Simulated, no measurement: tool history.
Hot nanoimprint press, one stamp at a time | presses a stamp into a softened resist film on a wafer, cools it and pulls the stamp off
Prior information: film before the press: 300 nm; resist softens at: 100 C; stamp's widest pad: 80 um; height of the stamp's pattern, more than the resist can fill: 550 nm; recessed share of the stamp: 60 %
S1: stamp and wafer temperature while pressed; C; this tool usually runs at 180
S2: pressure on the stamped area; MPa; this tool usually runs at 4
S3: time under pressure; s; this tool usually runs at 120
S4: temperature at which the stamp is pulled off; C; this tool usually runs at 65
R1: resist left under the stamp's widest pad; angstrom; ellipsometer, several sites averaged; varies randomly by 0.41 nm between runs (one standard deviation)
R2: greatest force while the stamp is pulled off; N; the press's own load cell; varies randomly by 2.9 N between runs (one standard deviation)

run     day   S1    S2   S3  S4    R1   R2
  1       0  180     4  120  65  1265  132
  2   2.138  180     4  120  65  1261  150
  3   5.321  180     4  120  65  1281  156
  4     7.5  180     4  120  65  1283  156
  5  11.283  180     4  120  65  1289  169
  6  14.179  179     4  120  65  1331  175
  7  17.188  179     4  120  65  1330  186
  8  19.383  171     4  120  65  1694  188
  9  21.625  171     4  120  65  1709  203
     22.342  -- plate thermocouple calibrated
 10  25.404  180     4  120  65  1271  197
     28.525  -- stamp cleaned and given a new release coat
 11  29.221  180     4  120  65  1275  145
 12  30.817  180     4  120  65  1274  144
 13  32.921  180     4  120  65  1281  148
 14  35.162  180  6.09  113  65  1084  157
     36.892  -- press's hydraulic seals changed and the load cell set to zero
 15  37.808  180  6.09  113  65  1073  162
 16  41.179  180  6.09  113  65  1074  175
 17  44.583  169  2.84  104  59  2076  186

For run 18, what comes out?
 18  46.796  169  4.36  92  59   ?   ?

{"run 18": {"R1": 1882, "R2": 211}}
Were there no unlogged condition in the tool, this run, its random variation unchanged, would have produced R1 1834 angstrom, R2 162 N.
